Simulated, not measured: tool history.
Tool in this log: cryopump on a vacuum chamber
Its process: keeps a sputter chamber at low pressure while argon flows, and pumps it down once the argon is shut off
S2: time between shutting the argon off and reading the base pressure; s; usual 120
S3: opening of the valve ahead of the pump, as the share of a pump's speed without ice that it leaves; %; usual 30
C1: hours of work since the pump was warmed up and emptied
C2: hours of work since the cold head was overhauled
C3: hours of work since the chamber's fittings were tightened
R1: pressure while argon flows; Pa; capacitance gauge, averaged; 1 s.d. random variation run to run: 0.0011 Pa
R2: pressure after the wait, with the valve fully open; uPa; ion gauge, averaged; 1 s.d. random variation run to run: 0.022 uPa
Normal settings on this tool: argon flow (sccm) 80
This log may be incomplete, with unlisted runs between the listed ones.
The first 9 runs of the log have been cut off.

run 10 hour=568.6 | argon_flow_(sccm)=80 S2=120 S3=30 | C1=800 C2=800 C3=891 | R1=0.2558 R2=1.62
run 11 hour=631.6 | argon_flow_(sccm)=80 S2=120 S3=50 | C1=828 C2=828 C3=919 | R1=0.165 R2=1.66
run 12 hour=665.4 | argon_flow_(sccm)=47 S2=120 S3=30 | C1=843 C2=843 C3=934 | R1=0.1539 R2=1.67
run 13 hour=703.7 | argon_flow_(sccm)=47 S2=120 S3=30 | C1=860 C2=860 C3=951 | R1=0.1519 R2=1.77
run 14 hour=779.9 | argon_flow_(sccm)=47 S2=120 S3=30 | C1=894 C2=894 C3=985 | R1=0.1526 R2=1.73
run 15 hour=834.4 | argon_flow_(sccm)=47 S2=120 S3=30 | C1=918 C2=918 C3=1009 | R1=0.1544 R2=1.77
run 16 hour=869.8 | argon_flow_(sccm)=80 S2=120 S3=30 | C1=934 C2=934 C3=1025 | R1=0.2622 R2=1.82
-- hour=942.3 pump warmed up, emptied and cooled again
run 17 hour=942.3 | argon_flow_(sccm)=80 S2=120 S3=30 | C1=0 C2=964 C3=1055 | R1=0.2374 R2=1.5
run 18 hour=1007.4 | argon_flow_(sccm)=107 S2=54 S3=28 | C1=29 C2=993 C3=1084 | R1=0.3411 R2=2.03
run 19 hour=1047.9 | argon_flow_(sccm)=107 S2=54 S3=28 | C1=47 C2=1011 C3=1102 | R1=0.3363 R2=2.14
run 20 hour=1086 | argon_flow_(sccm)=80 S2=28 S3=30 | C1=64 C2=1028 C3=1119 | R1=0.2375 R2=3.08
run 21 hour=1123.1 | argon_flow_(sccm)=78 S2=27 S3=19 | C1=81 C2=1045 C3=1135 | R1=0.365 R2=3.16
run 22 hour=1180.7 | argon_flow_(sccm)=144 S2=120 S3=44 | C1=106 C2=1070 C3=1161 | R1=0.2932 R2=1.53
run 23 hour=1242.6 | argon_flow_(sccm)=144 S2=120 S3=44 | C1=134 C2=1098 C3=1189 | R1=0.2948 R2=1.62
run 24 hour=1315.1 | argon_flow_(sccm)=144 S2=120 S3=44 | C1=166 C2=1130 C3=1221 | R1=0.2971 R2=1.65
run 25 hour=1381.9 | argon_flow_(sccm)=144 S2=120 S3=44 | C1=196 C2=1160 C3=1251 | R1=0.2967 R2=1.69
run 26 hour=1452.5 | argon_flow_(sccm)=144 S2=120 S3=44 | C1=227 C2=1191 C3=1282 | R1=0.2974 R2=1.78
run 27 hour=1492.2 | argon_flow_(sccm)=144 S2=120 S3=44 | C1=245 C2=1209 C3=1300 | R1=0.3012 R2=1.7
run 28 hour=1550.7 | argon_flow_(sccm)=45 S2=86 S3=17 | C1=271 C2=1235 C3=1326 | R1=0.2367 R2=1.97
run 29 hour=1608 | argon_flow_(sccm)=45 S2=86 S3=17 | C1=297 C2=1261 C3=1352 | R1=0.2356 R2=1.97
run 30 hour=1667.2 | argon_flow_(sccm)=45 S2=86 S3=17 | C1=323 C2=1287 C3=1378 | R1=0.2367 R2=2.08
run 31 hour=1705.2 | argon_flow_(sccm)=114 S2=143 S3=48 | C1=340 C2=1304 C3=1395 | R1=0.2234 R2=1.76
run 32 hour=1745.3 | argon_flow_(sccm)=90 S2=142 S3=20 | C1=358 C2=1322 C3=1413 | R1=0.4059 R2=1.89
run 33 hour=1777.7 | argon_flow_(sccm)=90 S2=142 S3=20 | C1=372 C2=1336 C3=1427 | R1=0.4067 R2=1.88

Predict each of these 4 candidate next runs independently; none follows another, all start after run 33:
run A hour=1818.9 | argon_flow_(sccm)=90 S2=24 S3=20 | C1=391 C2=1355 C3=1445 | R1=? R2=?
run B hour=1818.9 | argon_flow_(sccm)=90 S2=56 S3=20 | C1=391 C2=1355 C3=1445 | R1=? R2=?
run C hour=1818.9 | argon_flow_(sccm)=46 S2=142 S3=43 | C1=391 C2=1355 C3=1445 | R1=? R2=?
run D hour=1818.9 | argon_flow_(sccm)=64 S2=70 S3=20 | C1=391 C2=1355 C3=1445 | R1=? R2=?

run=A R1=0.4075 R2=3.83
run=B R1=0.4073 R2=2.47
run=C R1=0.101 R2=1.89
run=D R1=0.2893 R2=2.31
Stripped of hidden state, with their random variation kept, the same runs would have yielded:
run=A R1=0.3965 R2=2.49
run=B R1=0.3963 R2=1.14
run=C R1=0.0953 R2=0.55
run=D R1=0.2815 R2=0.96
